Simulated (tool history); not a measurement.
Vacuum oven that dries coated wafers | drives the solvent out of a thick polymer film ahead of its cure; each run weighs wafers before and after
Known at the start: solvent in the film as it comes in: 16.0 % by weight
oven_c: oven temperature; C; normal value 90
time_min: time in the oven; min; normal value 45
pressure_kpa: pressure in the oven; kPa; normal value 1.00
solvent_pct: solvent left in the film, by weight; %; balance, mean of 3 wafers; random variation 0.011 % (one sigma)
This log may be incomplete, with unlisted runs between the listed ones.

run   hour  oven_c  time_min  pressure_kpa  solvent_pct
  1    0.0      90        45          1.00         1.03
      24.7  -- oven's thermocouples calibrated
  2   24.7      90        45          1.00         0.95
  3   54.2      90        45          1.00         0.98
  4   93.2      90        45          1.00         0.95
  5  135.7      90        45          1.00         0.96
  6  178.4      90        45          1.00         0.96
  7  203.8      90        31          1.00         2.00
     247.6  -- oven's thermocouples calibrated, once more
  8  251.0      79        80          0.98         1.24
  9  279.3      79        80          0.98         1.18
 10  304.1      79        80          0.98         1.20
 11  328.8     102        44          1.00         0.41
 12  353.4     101        24          1.52         1.86
 13  383.1      88        70          1.00         0.63

Selected run-to-run steps in solvent_pct, each split into two signed amounts: the part the tool would show with no hidden state at all (from settings, incoming material and random variation), and the remainder, which goes to the hidden state together with any gauge scatter not common to the measured and the hidden-state-free results:
Hidden state at play: true wafer temperature over the reading, C; true pressure over the reading, kPa; drift of the gauge itself on solvent_pct, %.
Run 7 -> 8: oven_c 90 -> 79, time_min 31 -> 80, pressure_kpa 1.00 -> 0.98, oven's thermocouples calibrated, once more. solvent_pct -0.76 %: hidden state +0.58, all else -1.34.
Run 11 -> 12: oven_c 102 -> 101, time_min 44 -> 24, pressure_kpa 1.00 -> 1.52. solvent_pct +1.45 %: hidden state +0.01, all else +1.44.

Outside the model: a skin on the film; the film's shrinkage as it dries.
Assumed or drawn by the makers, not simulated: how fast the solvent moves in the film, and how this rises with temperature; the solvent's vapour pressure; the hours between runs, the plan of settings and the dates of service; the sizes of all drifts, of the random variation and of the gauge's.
